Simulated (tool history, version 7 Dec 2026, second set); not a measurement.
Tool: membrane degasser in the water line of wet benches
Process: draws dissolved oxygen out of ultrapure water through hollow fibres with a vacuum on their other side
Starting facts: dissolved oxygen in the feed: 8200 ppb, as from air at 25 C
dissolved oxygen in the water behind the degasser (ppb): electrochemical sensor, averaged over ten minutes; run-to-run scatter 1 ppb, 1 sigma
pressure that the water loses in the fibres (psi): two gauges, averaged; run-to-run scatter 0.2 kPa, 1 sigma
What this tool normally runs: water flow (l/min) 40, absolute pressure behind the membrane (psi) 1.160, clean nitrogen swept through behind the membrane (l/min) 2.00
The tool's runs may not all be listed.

run   hour  water flow (l/min)  absolute pressure behind the membrane (psi)  clean nitrogen swept through behind the membrane (l/min)  dissolved oxygen in the water behind the degasser (ppb)  pressure that the water loses in the fibres (psi)
  1    0.0                  40                                        1.160                                                      2.00                                                    225.3                                              7.593
  2   67.1                  47                                        1.160                                                      2.00                                                    266.5                                              8.918
  3  123.4                  40                                        0.940                                                      2.00                                                    161.1                                              7.599
  4  219.4                  40                                        1.652                                                      2.00                                                    366.0                                              7.603
  5  349.0                  40                                        1.160                                                      2.00                                                    225.7                                              7.597
  6  472.5                  26                                        2.889                                                      0.92                                                    917.1                                              4.891

Forecast run 7:
  7  538.4                  26                                        1.204                                                      0.92                                                        ?                                                  ?

{"run 7": {"dissolved oxygen in the water behind the degasser (ppb)": 302.5, "pressure that the water loses in the fibres (psi)": 4.934}}
If the tool had no hidden condition, the same run with the same run-to-run variation would have returned dissolved oxygen in the water behind the degasser (ppb) 302.3, pressure that the water loses in the fibres (psi) 4.952.

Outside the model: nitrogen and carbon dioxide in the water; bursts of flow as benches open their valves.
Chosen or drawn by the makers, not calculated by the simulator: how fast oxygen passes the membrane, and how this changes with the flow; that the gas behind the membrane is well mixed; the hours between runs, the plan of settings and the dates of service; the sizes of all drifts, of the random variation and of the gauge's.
